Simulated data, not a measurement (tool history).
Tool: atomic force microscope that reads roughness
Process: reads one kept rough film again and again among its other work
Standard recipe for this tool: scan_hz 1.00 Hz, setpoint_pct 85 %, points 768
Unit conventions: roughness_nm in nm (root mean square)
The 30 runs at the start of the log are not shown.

run    hour  scan_hz  setpoint_pct  points  pictures with this tip  hours of work since the height scale was calibrated  roughness_nm
 31  1512.1     0.71            85     272                     116                                                 1065         3.620
 32  1551.1     0.71            85     272                     207                                                 1093         3.595
 33  1590.9     0.51            78     304                     301                                                 1122         3.684
     1596.7  -- new tip fitted
 34  1661.2     0.59            57     719                     152                                                 1172         3.850
 35  1722.1     0.53            67     771                     294                                                 1216         3.775
     1728.4  -- new tip fitted
 36  1778.7     0.53            67     771                     118                                                 1256         3.853
     1841.6  -- height scale calibrated on a step standard
 37  1841.6     0.53            67     771                     263                                                    0         3.767
     1863.2  -- new tip fitted
 38  1898.4     0.61            88     512                      82                                                   40         3.612
 39  1935.4     3.50            68     512                     169                                                   67         3.333
 40  1987.0     3.50            68     512                     290                                                  104         3.305
     1998.9  -- new tip fitted
 41  2046.1     3.50            68     512                     111                                                  146         3.343
 42  2086.5     0.55            64     460                     205                                                  175         3.788
     2132.1  -- new tip fitted
 43  2146.8     0.55            64     460                      35                                                  218         3.857
 44  2201.8     3.53            62     322                     164                                                  258         3.470
 45  2258.5     2.72            85     283                     297                                                  298         2.946
     2264.6  -- new tip fitted
 46  2312.6     1.00            85     555                     113                                                  337         3.526
 47  2380.4     1.55            59     426                     272                                                  386         3.694
     2396.3  -- new tip fitted
 48  2411.5     1.55            59     295                      35                                                  408         3.752
 49  2471.5     1.46            82     880                     176                                                  451         3.379
 50  2508.5     1.46            82     880                     263                                                  477         3.380
     2528.0  -- new tip fitted
 51  2544.7     1.46            82     880                      40                                                  503         3.440
 52  2608.9     1.46            82     880                     190                                                  549         3.405

Consider 3 possible next runs. They are alternatives, not a sequence: every one starts from the tool as it was left by run 52. What does each give?
     2658.7  -- new tip fitted
  A  2672.1     1.46            60     880                      31                                                  594             ?
     2658.7  -- new tip fitted
  B  2672.1     2.63            66     357                      31                                                  594             ?
     2658.7  -- new tip fitted
  C  2672.1     1.39            85     819                      31                                                  594             ?

run  roughness_nm
  A         3.774
  B         3.511
  C         3.414
The same runs, with their run-to-run variation unchanged, on a tool lacking any hidden condition would have given:
run  roughness_nm
  A         3.768
  B         3.505
  C         3.408

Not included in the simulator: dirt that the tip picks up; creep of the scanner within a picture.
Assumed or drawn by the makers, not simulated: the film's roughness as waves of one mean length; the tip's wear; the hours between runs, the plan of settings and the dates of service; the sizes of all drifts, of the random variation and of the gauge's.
